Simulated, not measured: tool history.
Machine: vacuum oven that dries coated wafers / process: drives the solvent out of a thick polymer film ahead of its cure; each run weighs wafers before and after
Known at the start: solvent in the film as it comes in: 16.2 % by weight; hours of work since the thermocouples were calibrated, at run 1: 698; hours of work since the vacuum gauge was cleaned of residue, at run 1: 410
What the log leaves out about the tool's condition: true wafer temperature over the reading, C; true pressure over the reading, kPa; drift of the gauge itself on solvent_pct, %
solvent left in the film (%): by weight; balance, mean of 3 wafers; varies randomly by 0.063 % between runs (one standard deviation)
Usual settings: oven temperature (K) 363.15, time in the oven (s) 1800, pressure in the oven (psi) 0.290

run,hour,oven temperature (K),time in the oven (s),pressure in the oven (psi),hours of work since the thermocouples were calibrated,hours of work since the vacuum gauge was cleaned of residue,solvent left in the film (%)
1,0.0,363.15,1800,0.290,698,410,4.02
2,63.5,363.15,1800,0.290,742,455,4.19
3,163.3,368.15,1800,0.290,813,525,2.97
4,238.3,368.15,1800,0.290,865,578,2.93
5,326.5,368.15,1140,0.290,927,640,4.81
6,396.4,368.15,2820,0.290,976,689,1.82
7,448.1,368.15,2820,0.290,1013,726,1.77
# hour 493.8: oven's thermocouples calibrated
8,534.7,368.15,2820,0.290,29,785,1.67
# hour 544.7: vacuum gauge cleaned of residue and calibrated
9,609.1,363.15,1800,0.290,80,45,4.00
10,664.9,363.15,1800,0.290,119,85,3.97
11,719.5,359.15,1800,0.290,158,123,5.19
# hour 768.6: vacuum gauge cleaned of residue and calibrated, once more
12,816.8,363.15,1800,0.290,225,34,3.99
13,911.4,363.15,1140,0.290,292,100,5.92
14,1006.3,363.15,1800,0.290,358,167,4.03
15,1059.2,369.15,1680,0.846,396,204,4.50
16,1143.0,363.15,1860,0.518,454,263,4.70
17,1218.3,363.15,2820,0.518,507,316,3.40
18,1309.1,363.15,2820,0.518,571,380,3.63
19,1375.6,363.15,2820,0.518,618,427,3.64
20,1451.1,367.15,2700,0.454,671,480,2.54
21,1520.8,374.15,2640,0.268,720,529,1.15
22,1594.8,365.15,1020,0.683,772,581,7.11
23,1665.6,355.15,1800,0.312,822,631,6.69
24,1741.5,363.15,1800,0.424,875,684,4.76
25,1819.7,363.15,1800,0.424,930,739,4.72
26,1871.7,351.15,1440,0.424,967,776,9.25
27,1924.8,359.15,1020,0.334,1004,813,7.91
# hour 1980.8: oven's thermocouples calibrated
28,2016.2,359.15,1020,0.334,25,876,7.55

Branching from run 28: 3 alternative next runs. What would each branch give?
A,2059.2,360.15,1800,0.290,55,906,?
B,2059.2,364.15,1800,0.290,55,906,?
C,2059.2,352.15,1020,0.334,55,906,?

run,solvent left in the film (%)
A,4.77
B,3.66
C,9.60
What these runs would have given with no unlogged condition in the tool:
run,solvent left in the film (%)
A,4.74
B,3.63
C,9.58

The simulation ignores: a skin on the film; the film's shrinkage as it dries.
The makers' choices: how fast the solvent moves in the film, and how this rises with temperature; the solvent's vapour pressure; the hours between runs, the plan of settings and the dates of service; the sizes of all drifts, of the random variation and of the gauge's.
